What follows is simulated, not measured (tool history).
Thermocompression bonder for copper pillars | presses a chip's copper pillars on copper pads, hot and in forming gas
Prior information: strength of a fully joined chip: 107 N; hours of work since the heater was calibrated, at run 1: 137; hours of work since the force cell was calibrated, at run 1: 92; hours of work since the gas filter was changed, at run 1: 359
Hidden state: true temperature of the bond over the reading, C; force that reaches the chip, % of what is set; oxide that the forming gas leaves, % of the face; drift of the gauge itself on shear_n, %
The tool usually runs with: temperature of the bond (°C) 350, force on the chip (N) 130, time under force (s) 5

run,hour,temperature of the bond (°C),force on the chip (N),time under force (s),hours of work since the heater was calibrated,hours of work since the force cell was calibrated,hours of work since the gas filter was changed,force that shears a chip off (N)
1,0.0,350,130,5,137,92,359,52.0
2,9.6,350,130,5,142,96,364,52.1
3,14.5,350,130,14,145,99,366,69.3
# hour 18.3: forming gas filter changed
4,22.8,350,78,14,149,103,2,46.6
5,29.1,350,130,5,152,106,5,54.4
6,37.3,350,130,5,156,110,10,53.8
7,48.3,350,79,5,161,116,15,31.2
8,53.9,350,79,5,164,118,18,30.5
9,62.8,350,79,5,169,123,22,30.2
10,70.3,350,79,5,173,127,26,31.5
11,80.6,350,79,5,178,132,31,31.4
12,90.9,350,130,6,183,137,37,57.8
13,95.8,350,130,6,185,140,39,57.2
14,103.7,350,130,6,189,144,43,56.1
15,110.3,350,130,6,193,147,46,58.3
16,119.1,350,130,6,197,151,51,56.7
17,124.9,350,130,6,200,154,54,57.5
18,131.0,350,130,5,203,157,57,55.4
19,139.3,366,130,5,207,162,61,64.4
20,149.4,326,130,5,212,167,66,39.0
21,154.4,371,171,3,215,169,69,70.9
22,165.0,350,84,8,220,174,74,39.7
23,172.1,339,117,7,224,178,78,47.9
24,182.8,359,170,3,229,183,83,64.8
25,189.0,341,170,6,232,187,86,66.5
26,198.8,361,98,11,237,192,91,58.9
27,205.1,361,98,11,241,195,94,58.8
28,210.1,361,98,11,243,197,97,58.5
29,217.1,326,150,4,247,201,100,42.0
30,224.4,370,111,12,250,204,104,72.8
31,229.3,370,111,12,253,207,106,71.9
32,238.5,370,111,12,257,212,111,71.9
33,248.3,348,111,3,262,216,116,35.7
34,254.9,371,128,5,266,220,119,63.7

What does the tool deliver on the next run?
35,264.5,320,127,5,271,225,124,?

{"run 35": {"force that shears a chip off (N)": 35.0}}
Were there no unlogged condition in the tool, this run, its random variation unchanged, would have produced force that shears a chip off (N) 38.4.
